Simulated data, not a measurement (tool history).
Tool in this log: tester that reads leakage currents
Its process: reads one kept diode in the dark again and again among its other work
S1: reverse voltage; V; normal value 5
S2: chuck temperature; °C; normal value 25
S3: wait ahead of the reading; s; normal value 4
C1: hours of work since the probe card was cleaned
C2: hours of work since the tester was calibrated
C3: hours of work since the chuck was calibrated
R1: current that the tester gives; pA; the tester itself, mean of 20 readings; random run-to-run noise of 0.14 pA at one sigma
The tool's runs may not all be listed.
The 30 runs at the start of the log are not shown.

run,hour,S1,S2,S3,C1,C2,C3,R1
31,5907.1,1.41,22,3.34,767,410,1712,20.53
32,6179.2,2.24,20,4,929,572,1875,19.76
# hour 6400.6: chuck's temperature calibrated
33,6400.6,3.32,25,0.85,1060,703,0,41.32
34,6645.2,16.86,29,0.5,1206,849,146,102.27
35,6906.9,11.91,49,0.96,1362,1004,302,349.48
36,7158.4,11.91,49,0.96,1512,1154,452,345.21
37,7432.8,5.79,37,0.39,1675,1318,615,119.07
38,7688.5,5,29,8.49,1828,1470,768,59.45

Predict each of these 3 candidate next runs independently; none follows another, all start after run 38:
A,7918.2,18,25,1.03,1964,1607,904,?
B,7918.2,5,25,1,1964,1607,904,?
C,7918.2,3.84,21,8.49,1964,1607,904,?

run,R1
A,73.79
B,44.67
C,29.05
Without the tool's hidden state the same runs would have given:
run,R1
A,69.69
B,45.26
C,29.27

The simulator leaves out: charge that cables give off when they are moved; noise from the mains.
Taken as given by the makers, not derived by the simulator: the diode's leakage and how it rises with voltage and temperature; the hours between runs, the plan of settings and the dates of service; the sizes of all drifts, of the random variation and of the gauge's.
